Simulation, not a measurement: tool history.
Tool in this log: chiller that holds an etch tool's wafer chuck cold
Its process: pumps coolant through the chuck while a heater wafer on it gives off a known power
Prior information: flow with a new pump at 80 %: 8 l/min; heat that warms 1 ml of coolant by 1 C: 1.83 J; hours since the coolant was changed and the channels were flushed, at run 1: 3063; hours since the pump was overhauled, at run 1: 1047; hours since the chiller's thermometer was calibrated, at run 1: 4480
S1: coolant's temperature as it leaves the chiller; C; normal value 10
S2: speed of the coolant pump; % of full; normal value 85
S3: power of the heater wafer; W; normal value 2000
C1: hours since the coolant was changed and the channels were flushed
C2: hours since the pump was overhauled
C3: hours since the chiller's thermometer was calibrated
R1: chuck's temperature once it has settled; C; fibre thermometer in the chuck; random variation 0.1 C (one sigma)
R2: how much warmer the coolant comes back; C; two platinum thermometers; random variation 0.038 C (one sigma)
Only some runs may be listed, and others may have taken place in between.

Run 1, hour 0: usual settings; C1 3063; C2 1047; C3 4480. Result: R1 24.5 C, R2 7.67 C.
Run 2, hour 49.2: usual settings; C1 3113; C2 1096; C3 4529. Result: R1 24.2 C, R2 7.73 C.
Run 3, hour 87.7: usual settings but S3 1621 W; C1 3151; C2 1135; C3 4568. Result: R1 21.7 C, R2 6.28 C.
Run 4, hour 163: usual settings but S3 1621 W; C1 3226; C2 1210; C3 4643. Result: R1 21.8 C, R2 6.27 C.
Run 5, hour 235.7: usual settings but S2 66 % of full; C1 3299; C2 1283; C3 4716. Result: R1 26.8 C, R2 9.8 C.
Run 6, hour 280.6: usual settings but S2 66 % of full, S3 1994 W; C1 3344; C2 1328; C3 4761. Result: R1 26.8 C, R2 9.81 C.
Run 7, hour 356.7: usual settings but S2 66 % of full, S3 1994 W; C1 3420; C2 1404; C3 4837. Result: R1 26.7 C, R2 9.81 C.
Run 8, hour 430: usual settings but S3 2143 W; C1 3493; C2 1477; C3 4910. Result: R1 25.5 C, R2 8.3 C.
At hour 472: chiller's thermometer calibrated.
Run 9, hour 475.3: usual settings; C1 3538; C2 1521; C3 3. Result: R1 24.4 C, R2 7.73 C.
Run 10, hour 551.1: usual settings; C1 3614; C2 1597; C3 79. Result: R1 24.3 C, R2 7.66 C.
Run 11, hour 618.4: usual settings but S1 19 C, S2 79 % of full; C1 3681; C2 1664; C3 146. Result: R1 34 C, R2 8.28 C.
Run 12, hour 661: usual settings but S1 19 C, S2 78 % of full, S3 2724 W; C1 3723; C2 1707; C3 189. Result: R1 39.8 C, R2 11.46 C.
Run 13, hour 740.4: usual settings but S1 2 C, S3 1686 W; C1 3803; C2 1786; C3 268. Result: R1 14.1 C, R2 6.5 C.
Run 14, hour 814.6: usual settings but S1 2 C, S3 1686 W; C1 3877; C2 1861; C3 343. Result: R1 14.1 C, R2 6.47 C.
Run 15, hour 857.5: usual settings but S1 13 C, S3 1214 W; C1 3920; C2 1904; C3 385. Result: R1 21.7 C, R2 4.69 C.
Run 16, hour 919.6: usual settings but S1 17 C, S2 74 % of full, S3 1218 W; C1 3982; C2 1966; C3 448. Result: R1 26.5 C, R2 5.37 C.
Run 17, hour 961.8: usual settings but S1 17 C, S3 2080 W; C1 4024; C2 2008; C3 490. Result: R1 31.9 C, R2 8.03 C.
Run 18, hour 1022.5: usual settings but S1 13 C, S2 64 % of full, S3 1750 W; C1 4085; C2 2069; C3 550. Result: R1 28.1 C, R2 8.87 C.
Run 19, hour 1054.8: usual settings but S1 13 C, S2 64 % of full, S3 1750 W; C1 4117; C2 2101; C3 583. Result: R1 28 C, R2 8.86 C.
Run 20, hour 1097: usual settings but S2 61 % of full, S3 1896 W; C1 4159; C2 2143; C3 625. Result: R1 26.9 C, R2 10.14 C.

Hidden condition of the tool, last listed run before each entry between runs versus first listed run after:
Logged between run 8 and run 9: chiller's thermometer calibrated (hour 472)
  coolant's true temperature over the reading, C: 0.01 -> 0
